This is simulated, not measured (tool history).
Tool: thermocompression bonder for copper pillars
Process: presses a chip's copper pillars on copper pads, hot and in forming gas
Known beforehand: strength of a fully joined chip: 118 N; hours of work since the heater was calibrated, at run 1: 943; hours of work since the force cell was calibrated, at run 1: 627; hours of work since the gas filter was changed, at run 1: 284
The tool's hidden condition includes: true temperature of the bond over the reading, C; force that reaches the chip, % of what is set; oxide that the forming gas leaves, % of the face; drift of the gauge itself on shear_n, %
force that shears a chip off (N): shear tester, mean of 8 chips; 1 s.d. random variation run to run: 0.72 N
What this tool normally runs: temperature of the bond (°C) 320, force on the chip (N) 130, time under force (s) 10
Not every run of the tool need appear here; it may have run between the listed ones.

run	hour	temperature of the bond (°C)	force on the chip (N)	time under force (s)	hours of work since the heater was calibrated	hours of work since the force cell was calibrated	hours of work since the gas filter was changed	force that shears a chip off (N)
1	0	320	130	10	943	627	284	51.4
# hour 18.6: forming gas filter changed
2	31.7	320	130	10	960	644	7	54.7
3	61.4	320	130	10	976	660	23	53.9
4	85	320	130	10	989	673	36	54.9
5	106.5	320	130	10	1001	685	47	53.4
6	134.6	320	130	10	1016	700	63	54.2
7	156.9	320	130	10	1028	712	75	53.1
8	179.5	320	130	10	1040	724	87	53.7
9	193.1	320	130	10	1047	732	94	52
10	212.5	320	94	10	1058	742	105	38.2
11	241.9	320	94	10	1074	758	121	38.1
12	259.6	320	94	10	1083	767	130	38.6
13	278	320	94	10	1093	777	140	38.7
14	298.3	320	130	10	1104	788	151	52.2
15	325.9	320	130	15	1119	803	166	61.3
16	340.7	320	130	15	1127	811	174	60.8
17	358	320	130	19	1136	821	183	64.1
18	378.9	320	130	19	1148	832	195	64.3
19	396.5	291	130	10	1157	841	204	35.9
20	415.9	291	130	10	1168	852	215	34.9
21	444.4	291	130	10	1183	867	230	36.1
22	464.7	293	103	10	1194	878	241	27.8
23	478.8	297	134	10	1202	886	249	38.9
24	507.6	318	134	22	1217	901	264	66.3
25	522	320	130	6	1225	909	272	42.7
26	550.2	330	130	10	1240	924	287	56.8
# hour 562.2: forming gas filter changed
27	568.1	324	179	28	1250	934	3	95.5
28	591.7	320	163	17	1262	947	16	78.8
29	608.5	326	130	26	1272	956	25	79.1
30	634.1	326	91	9	1285	970	39	39.6
31	663.9	311	91	6	1301	986	55	27
32	690.2	318	117	15	1316	1000	69	55.4
33	712.1	318	117	15	1327	1012	81	53.4
34	735.1	336	108	13	1340	1024	93	60
35	755.7	293	190	24	1351	1035	105	73.5
36	785.7	301	184	6	1367	1051	121	48.9
37	813	292	101	5	1382	1066	136	20.2
38	837.8	293	166	14	1395	1080	149	54.6
39	859.5	349	87	6	1407	1091	161	41
40	872	349	153	6	1414	1098	167	69.6
41	903	320	116	10	1431	1115	184	47.3

Predict each of these 3 candidate next runs independently; none follows another, all start after run 41:
A	923.8	320	82	10	1442	1126	195	?
B	923.8	320	166	6	1442	1126	195	?
C	923.8	331	130	6	1442	1126	195	?

run	force that shears a chip off (N)
A	32.7
B	54.9
C	49.2
Without the tool's unlogged condition, the same runs would have read:
run	force that shears a chip off (N)
A	32.4
B	55
C	49.4

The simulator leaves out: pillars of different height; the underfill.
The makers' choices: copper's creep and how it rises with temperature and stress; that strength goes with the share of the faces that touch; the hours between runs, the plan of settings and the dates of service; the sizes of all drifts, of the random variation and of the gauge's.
